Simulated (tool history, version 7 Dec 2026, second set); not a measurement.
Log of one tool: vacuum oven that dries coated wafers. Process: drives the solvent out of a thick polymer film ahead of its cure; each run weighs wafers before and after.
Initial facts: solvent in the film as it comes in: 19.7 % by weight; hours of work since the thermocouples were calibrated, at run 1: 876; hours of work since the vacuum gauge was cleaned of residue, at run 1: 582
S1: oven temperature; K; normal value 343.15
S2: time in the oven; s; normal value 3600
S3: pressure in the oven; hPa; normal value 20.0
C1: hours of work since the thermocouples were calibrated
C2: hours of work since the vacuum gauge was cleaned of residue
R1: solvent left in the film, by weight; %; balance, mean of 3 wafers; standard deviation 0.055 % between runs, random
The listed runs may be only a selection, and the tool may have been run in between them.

run	hour	S1	S2	S3	C1	C2	R1
1	0.0	343.15	3600	20.0	876	582	2.71
2	57.9	343.15	3600	20.0	913	618	2.84
3	134.2	343.15	3600	20.0	961	667	2.75
4	203.9	343.15	3600	20.0	1005	711	2.92
5	253.8	343.15	3600	20.0	1037	742	2.84
# hour 344.9: oven's thermocouples calibrated
6	346.0	343.15	2940	20.0	1	800	4.03
7	437.0	343.15	2940	20.0	58	857	4.23
8	516.0	343.15	2940	20.0	108	907	4.18
9	572.9	343.15	2940	20.0	144	943	4.30
# hour 647.3: oven's thermocouples calibrated, once more
10	675.7	329.15	2400	20.0	18	1007	10.16

For run 11, what comes out?
11	752.5	355.15	5640	49.2	67	1056	?

R1: 1.52 %
Take away the tool's hidden state, keep the run-to-run variation as it was, and the same run would have given R1 1.44 %.
